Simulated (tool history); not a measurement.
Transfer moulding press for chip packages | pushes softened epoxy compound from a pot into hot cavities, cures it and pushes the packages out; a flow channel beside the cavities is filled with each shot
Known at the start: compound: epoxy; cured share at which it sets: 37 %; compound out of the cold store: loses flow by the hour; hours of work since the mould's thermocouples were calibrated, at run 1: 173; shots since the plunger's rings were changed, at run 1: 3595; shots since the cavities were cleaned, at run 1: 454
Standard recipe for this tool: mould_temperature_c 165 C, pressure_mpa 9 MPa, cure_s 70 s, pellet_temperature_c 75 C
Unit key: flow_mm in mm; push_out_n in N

| run | hour | mould_temperature_c | pressure_mpa | cure_s | pellet_temperature_c | hours of work since the mould's thermocouples were calibrated | shots since the plunger's rings were changed | shots since the cavities were cleaned | incoming compound's hours out of the cold store | flow_mm | push_out_n |
|---|---|---|---|---|---|---|---|---|---|---|---|
| 1 | 0 | 165 | 9 | 70 | 75 | 173 | 3595 | 454 | 11.8 | 714 | 1060 |
|  | 17.3 | cavities cleaned with cleaning compound and waxed |
| 2 | 30.4 | 165 | 9 | 70 | 75 | 193 | 4125 | 241 | 45.6 | 600 | 829 |
| 3 | 44.4 | 165 | 9 | 70 | 75 | 202 | 4382 | 498 | 10.3 | 709 | 1110 |
|  | 59.6 | cavities cleaned with cleaning compound and waxed |
| 4 | 72.6 | 165 | 9 | 70 | 71 | 220 | 4870 | 238 | 22 | 665 | 930 |
| 5 | 89.3 | 165 | 6.83 | 70 | 75 | 232 | 5176 | 544 | 17 | 590 | 1041 |
|  | 93.7 | plunger's sealing rings changed |
|  | 106 | cavities cleaned with cleaning compound and waxed |
| 6 | 114 | 165 | 9 | 70 | 75 | 246 | 346 | 147 | 44.5 | 647 | 741 |
| 7 | 133.7 | 165 | 9 | 70 | 75 | 259 | 706 | 507 | 26.2 | 709 | 974 |
| 8 | 145.9 | 165 | 9 | 70 | 75 | 267 | 930 | 731 | 12.4 | 756 | 1106 |
|  | 148.9 | cavities cleaned with cleaning compound and waxed |
| 9 | 165.5 | 165 | 9 | 70 | 75 | 279 | 1262 | 304 | 17.5 | 737 | 959 |
|  | 191.6 | cavities cleaned with cleaning compound and waxed |
| 10 | 195.5 | 165 | 9 | 70 | 75 | 299 | 1783 | 71 | 18.4 | 728 | 764 |
| 11 | 218.6 | 167 | 9 | 70 | 75 | 314 | 2207 | 495 | 14.2 | 728 | 939 |
|  | 234.2 | cavities cleaned with cleaning compound and waxed |
| 12 | 240.8 | 165 | 9 | 58 | 75 | 328 | 2587 | 121 | 26.4 | 685 | 1325 |
| 13 | 269.3 | 165 | 9 | 70 | 75 | 347 | 3108 | 642 | 42.3 | 617 | 961 |
|  | 277.4 | cavities cleaned with cleaning compound and waxed |
| 14 | 293.2 | 159 | 9 | 70 | 75 | 363 | 3518 | 289 | 41 | 636 | 1393 |
|  | 320.1 | cavities cleaned with cleaning compound and waxed |
| 15 | 320.1 | 167 | 9 | 70 | 75 | 380 | 3983 | 0 | 13.4 | 715 | 602 |
| 16 | 333.7 | 158 | 9 | 70 | 75 | 389 | 4233 | 250 | 15.7 | 715 | 1642 |
| 17 | 354.3 | 160 | 6.96 | 84 | 75 | 403 | 4611 | 628 | 40 | 543 | 919 |
|  | 363.3 | cavities cleaned with cleaning compound and waxed |
| 18 | 385 | 158 | 9.51 | 99 | 72 | 423 | 5146 | 397 | 33.3 | 658 | 730 |
|  | 390.7 | plunger's sealing rings changed |
|  | 407.7 | cavities cleaned with cleaning compound and waxed |
| 19 | 413.2 | 158 | 9.51 | 99 | 72 | 439 | 384 | 100 | 10.1 | 819 | 594 |
| 20 | 438.5 | 158 | 8.32 | 109 | 68 | 456 | 847 | 563 | 45.3 | 628 | 650 |
|  | 450.2 | cavities cleaned with cleaning compound and waxed |
| 21 | 459.6 | 166 | 9.05 | 70 | 75 | 469 | 1207 | 172 | 24.9 | 716 | 800 |
| 22 | 480.4 | 168 | 9.5 | 54 | 75 | 484 | 1588 | 553 | 29.5 | 701 | 1733 |
|  | 493.9 | cavities cleaned with cleaning compound and waxed |
| 23 | 506.9 | 166 | 7.88 | 54 | 73 | 500 | 2046 | 238 | 9.8 | 698 | 1964 |
| 24 | 527.5 | 159 | 8.82 | 90 | 80 | 514 | 2424 | 616 | 35.9 | 654 | 855 |
|  | 535.8 | cavities cleaned with cleaning compound and waxed |
| 25 | 544.9 | 165 | 7.38 | 109 | 82 | 525 | 2714 | 166 | 44.2 | 558 | 484 |
| 26 | 572.4 | 158 | 7.38 | 70 | 81 | 544 | 3219 | 671 | 34.5 | 597 | 1717 |
|  | 579.2 | cavities cleaned with cleaning compound and waxed |
| 27 | 590.5 | 165 | 8.63 | 79 | 67 | 555 | 3524 | 209 | 29.7 | 639 | 663 |

How the hidden state differs across the entries between the runs, from the last listed run before each to the first after it:
Between runs 1 and 2: cavities cleaned with cleaning compound and waxed (hour 17.3)
  true mould temperature over the reading, C: -0.46 -> -0.49; pressure that reaches the compound, % of what is set: 85.99 -> 84.16; grip of the stained cavities, % over clean ones': 50.8 -> 35.1
  what was measured, less what the result would be without the hidden state, flow_mm: -55 -> -53 mm; push_out_n: +383 -> +237 N
Between runs 3 and 4: cavities cleaned with cleaning compound and waxed (hour 59.6)
  true mould temperature over the reading, C: -0.51 -> -0.54; pressure that reaches the compound, % of what is set: 83.21 -> 81.53; grip of the stained cavities, % over clean ones': 51 -> 33.5
  what was measured, less what the result would be without the hidden state, flow_mm: -67 -> -70 mm; push_out_n: +406 -> +262 N
Between runs 5 and 6: plunger's sealing rings changed (hour 93.7); cavities cleaned with cleaning compound and waxed (hour 106)
  true mould temperature over the reading, C: -0.56 -> -0.58; pressure that reaches the compound, % of what is set: 80.35 -> 98.16; grip of the stained cavities, % over clean ones': 53.2 -> 23.5
  what was measured, less what the result would be without the hidden state, flow_mm: -67 -> -5 mm; push_out_n: +392 -> +165 N
Between runs 8 and 9: cavities cleaned with cleaning compound and waxed (hour 148.9)
  true mould temperature over the reading, C: -0.62 -> -0.65; pressure that reaches the compound, % of what is set: 96.19 -> 95.13; grip of the stained cavities, % over clean ones': 58.8 -> 38
  what was measured, less what the result would be without the hidden state, flow_mm: -14 -> -17 mm; push_out_n: +443 -> +298 N
Between runs 9 and 10: cavities cleaned with cleaning compound and waxed (hour 191.6)
  true mould temperature over the reading, C: -0.65 -> -0.68; pressure that reaches the compound, % of what is set: 95.13 -> 93.27; grip of the stained cavities, % over clean ones': 38 -> 12.2
  what was measured, less what the result would be without the hidden state, flow_mm: -17 -> -24 mm; push_out_n: +298 -> +119 N
Between runs 11 and 12: cavities cleaned with cleaning compound and waxed (hour 234.2)
  true mould temperature over the reading, C: -0.71 -> -0.74; pressure that reaches the compound, % of what is set: 91.78 -> 90.51; grip of the stained cavities, % over clean ones': 51.2 -> 20.1
  what was measured, less what the result would be without the hidden state, flow_mm: -30 -> -34 mm; push_out_n: +349 -> +273 N
Between runs 13 and 14: cavities cleaned with cleaning compound and waxed (hour 277.4)
  true mould temperature over the reading, C: -0.77 -> -0.8; pressure that reaches the compound, % of what is set: 88.69 -> 87.23; grip of the stained cavities, % over clean ones': 55.7 -> 37.7
  what was measured, less what the result would be without the hidden state, flow_mm: -37 -> -43 mm; push_out_n: +379 -> +438 N
Between runs 14 and 15: cavities cleaned with cleaning compound and waxed (hour 320.1)
  true mould temperature over the reading, C: -0.8 -> -0.83; pressure that reaches the compound, % of what is set: 87.23 -> 85.7; grip of the stained cavities, % over clean ones': 37.7 -> 1.4
  what was measured, less what the result would be without the hidden state, flow_mm: -43 -> -56 mm; push_out_n: +438 -> +44 N
Between runs 17 and 18: cavities cleaned with cleaning compound and waxed (hour 363.3)
  true mould temperature over the reading, C: -0.88 -> -0.91; pressure that reaches the compound, % of what is set: 83.47 -> 81.56; grip of the stained cavities, % over clean ones': 56.5 -> 46.5
  what was measured, less what the result would be without the hidden state, flow_mm: -49 -> -68 mm; push_out_n: +365 -> +258 N
Between runs 18 and 19: plunger's sealing rings changed (hour 390.7); cavities cleaned with cleaning compound and waxed (hour 407.7)
  true mould temperature over the reading, C: -0.91 -> -0.94; pressure that reaches the compound, % of what is set: 81.56 -> 98.53; grip of the stained cavities, % over clean ones': 46.5 -> 16.6
  what was measured, less what the result would be without the hidden state, flow_mm: -68 -> -3 mm; push_out_n: +258 -> +116 N
Between runs 20 and 21: cavities cleaned with cleaning compound and waxed (hour 450.2)
  true mould temperature over the reading, C: -0.97 -> -1; pressure that reaches the compound, % of what is set: 96.95 -> 95.65; grip of the stained cavities, % over clean ones': 54.2 -> 24.4
  what was measured, less what the result would be without the hidden state, flow_mm: -8 -> -14 mm; push_out_n: +243 -> +203 N
Between runs 22 and 23: cavities cleaned with cleaning compound and waxed (hour 493.9)
  true mould temperature over the reading, C: -1.02 -> -1.06; pressure that reaches the compound, % of what is set: 94.29 -> 92.67; grip of the stained cavities, % over clean ones': 53.5 -> 33.6
  what was measured, less what the result would be without the hidden state, flow_mm: -18 -> -25 mm; push_out_n: +675 -> +575 N
Between runs 24 and 25: cavities cleaned with cleaning compound and waxed (hour 535.8)
  true mould temperature over the reading, C: -1.08 -> -1.1; pressure that reaches the compound, % of what is set: 91.37 -> 90.27; grip of the stained cavities, % over clean ones': 56.1 -> 26.5
  what was measured, less what the result would be without the hidden state, flow_mm: -28 -> -28 mm; push_out_n: +343 -> +103 N
Between runs 26 and 27: cavities cleaned with cleaning compound and waxed (hour 579.2)
  true mould temperature over the reading, C: -1.13 -> -1.15; pressure that reaches the compound, % of what is set: 88.57 -> 87.46; grip of the stained cavities, % over clean ones': 57.4 -> 31.5
  what was measured, less what the result would be without the hidden state, flow_mm: -35 -> -42 mm; push_out_n: +711 -> +194 N
